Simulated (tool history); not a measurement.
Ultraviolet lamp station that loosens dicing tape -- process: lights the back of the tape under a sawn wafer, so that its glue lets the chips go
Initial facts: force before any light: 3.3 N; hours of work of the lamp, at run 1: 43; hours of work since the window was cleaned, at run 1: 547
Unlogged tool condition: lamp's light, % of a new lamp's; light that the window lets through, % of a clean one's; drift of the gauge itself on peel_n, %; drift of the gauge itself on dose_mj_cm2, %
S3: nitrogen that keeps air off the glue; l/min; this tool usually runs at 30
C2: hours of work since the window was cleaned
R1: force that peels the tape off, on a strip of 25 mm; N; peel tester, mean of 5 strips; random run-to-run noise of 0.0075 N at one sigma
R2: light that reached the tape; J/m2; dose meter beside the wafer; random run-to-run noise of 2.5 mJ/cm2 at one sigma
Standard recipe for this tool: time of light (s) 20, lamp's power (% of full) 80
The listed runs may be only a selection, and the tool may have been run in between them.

{"run": 1, "hour": 0.0, "time of light (s)": 20, "lamp's power (% of full)": 80, "S3": 30, "hours of work of the lamp": 43, "C2": 547, "R1": 0.278, "R2": 3070}
{"hour": 14.5, "done": "window cleaned of glue's vapour"}
{"run": 2, "hour": 42.3, "time of light (s)": 20, "lamp's power (% of full)": 80, "S3": 30, "hours of work of the lamp": 66, "C2": 15, "R1": 0.273, "R2": 3080}
{"run": 3, "hour": 74.2, "time of light (s)": 20, "lamp's power (% of full)": 80, "S3": 30, "hours of work of the lamp": 83, "C2": 33, "R1": 0.277, "R2": 3100}
{"run": 4, "hour": 110.8, "time of light (s)": 20, "lamp's power (% of full)": 80, "S3": 11, "hours of work of the lamp": 103, "C2": 53, "R1": 0.453, "R2": 3050}
{"run": 5, "hour": 138.8, "time of light (s)": 20, "lamp's power (% of full)": 80, "S3": 11, "hours of work of the lamp": 118, "C2": 68, "R1": 0.442, "R2": 3040}
{"run": 6, "hour": 169.9, "time of light (s)": 20, "lamp's power (% of full)": 80, "S3": 11, "hours of work of the lamp": 135, "C2": 85, "R1": 0.432, "R2": 3130}
{"run": 7, "hour": 225.2, "time of light (s)": 20, "lamp's power (% of full)": 80, "S3": 11, "hours of work of the lamp": 165, "C2": 115, "R1": 0.447, "R2": 3060}
{"run": 8, "hour": 254.6, "time of light (s)": 20, "lamp's power (% of full)": 80, "S3": 30, "hours of work of the lamp": 181, "C2": 131, "R1": 0.275, "R2": 3030}
{"run": 9, "hour": 301.5, "time of light (s)": 20, "lamp's power (% of full)": 80, "S3": 30, "hours of work of the lamp": 207, "C2": 157, "R1": 0.285, "R2": 3140}
{"run": 10, "hour": 355.5, "time of light (s)": 20, "lamp's power (% of full)": 80, "S3": 30, "hours of work of the lamp": 237, "C2": 186, "R1": 0.282, "R2": 3060}
{"run": 11, "hour": 383.1, "time of light (s)": 20, "lamp's power (% of full)": 80, "S3": 30, "hours of work of the lamp": 252, "C2": 201, "R1": 0.264, "R2": 3010}
{"run": 12, "hour": 419.1, "time of light (s)": 20, "lamp's power (% of full)": 80, "S3": 30, "hours of work of the lamp": 271, "C2": 221, "R1": 0.276, "R2": 3060}
{"run": 13, "hour": 460.0, "time of light (s)": 20, "lamp's power (% of full)": 80, "S3": 11, "hours of work of the lamp": 294, "C2": 243, "R1": 0.461, "R2": 3070}
{"run": 14, "hour": 501.3, "time of light (s)": 20, "lamp's power (% of full)": 80, "S3": 11, "hours of work of the lamp": 316, "C2": 266, "R1": 0.455, "R2": 3050}
{"run": 15, "hour": 528.0, "time of light (s)": 20, "lamp's power (% of full)": 80, "S3": 11, "hours of work of the lamp": 331, "C2": 280, "R1": 0.451, "R2": 3100}
{"run": 16, "hour": 566.5, "time of light (s)": 38, "lamp's power (% of full)": 80, "S3": 30, "hours of work of the lamp": 352, "C2": 301, "R1": 0.16, "R2": 5810}
{"run": 17, "hour": 591.5, "time of light (s)": 38, "lamp's power (% of full)": 80, "S3": 30, "hours of work of the lamp": 365, "C2": 315, "R1": 0.158, "R2": 5860}
{"run": 18, "hour": 632.0, "time of light (s)": 38, "lamp's power (% of full)": 80, "S3": 30, "hours of work of the lamp": 387, "C2": 337, "R1": 0.17, "R2": 5850}
{"run": 19, "hour": 655.9, "time of light (s)": 20, "lamp's power (% of full)": 80, "S3": 17, "hours of work of the lamp": 400, "C2": 350, "R1": 0.368, "R2": 3020}
{"run": 20, "hour": 687.4, "time of light (s)": 20, "lamp's power (% of full)": 70, "S3": 30, "hours of work of the lamp": 418, "C2": 367, "R1": 0.351, "R2": 2660}
{"run": 21, "hour": 718.6, "time of light (s)": 20, "lamp's power (% of full)": 66, "S3": 30, "hours of work of the lamp": 435, "C2": 384, "R1": 0.357, "R2": 2530}
{"run": 22, "hour": 749.6, "time of light (s)": 20, "lamp's power (% of full)": 66, "S3": 59, "hours of work of the lamp": 452, "C2": 401, "R1": 0.29, "R2": 2570}
{"run": 23, "hour": 795.4, "time of light (s)": 20, "lamp's power (% of full)": 83, "S3": 41, "hours of work of the lamp": 476, "C2": 426, "R1": 0.242, "R2": 3220}
{"run": 24, "hour": 820.7, "time of light (s)": 13, "lamp's power (% of full)": 81, "S3": 23, "hours of work of the lamp": 490, "C2": 440, "R1": 0.579, "R2": 2000}
{"run": 25, "hour": 860.1, "time of light (s)": 13, "lamp's power (% of full)": 81, "S3": 50, "hours of work of the lamp": 512, "C2": 461, "R1": 0.441, "R2": 2020}
{"run": 26, "hour": 898.1, "time of light (s)": 13, "lamp's power (% of full)": 81, "S3": 50, "hours of work of the lamp": 533, "C2": 482, "R1": 0.414, "R2": 2020}
{"run": 27, "hour": 953.5, "time of light (s)": 24, "lamp's power (% of full)": 87, "S3": 33, "hours of work of the lamp": 563, "C2": 512, "R1": 0.201, "R2": 3980}
{"run": 28, "hour": 1006.5, "time of light (s)": 24, "lamp's power (% of full)": 87, "S3": 33, "hours of work of the lamp": 592, "C2": 541, "R1": 0.205, "R2": 4010}
{"hour": 1031.6, "done": "window cleaned of glue's vapour"}
{"run": 29, "hour": 1033.3, "time of light (s)": 30, "lamp's power (% of full)": 72, "S3": 15, "hours of work of the lamp": 606, "C2": 1, "R1": 0.249, "R2": 4180}

Run 30 has not been measured yet. What should we expect?
{"run": 30, "hour": 1057.7, "time of light (s)": 12, "lamp's power (% of full)": 72, "S3": 14, "hours of work of the lamp": 619, "C2": 14, "R1": "?", "R2": "?"}

R1: 0.950 N
R2: 1670 J/m2
Were there no unlogged condition in the tool, this run, its random variation unchanged, would have produced R1 0.949 N, R2 1670 J/m2.
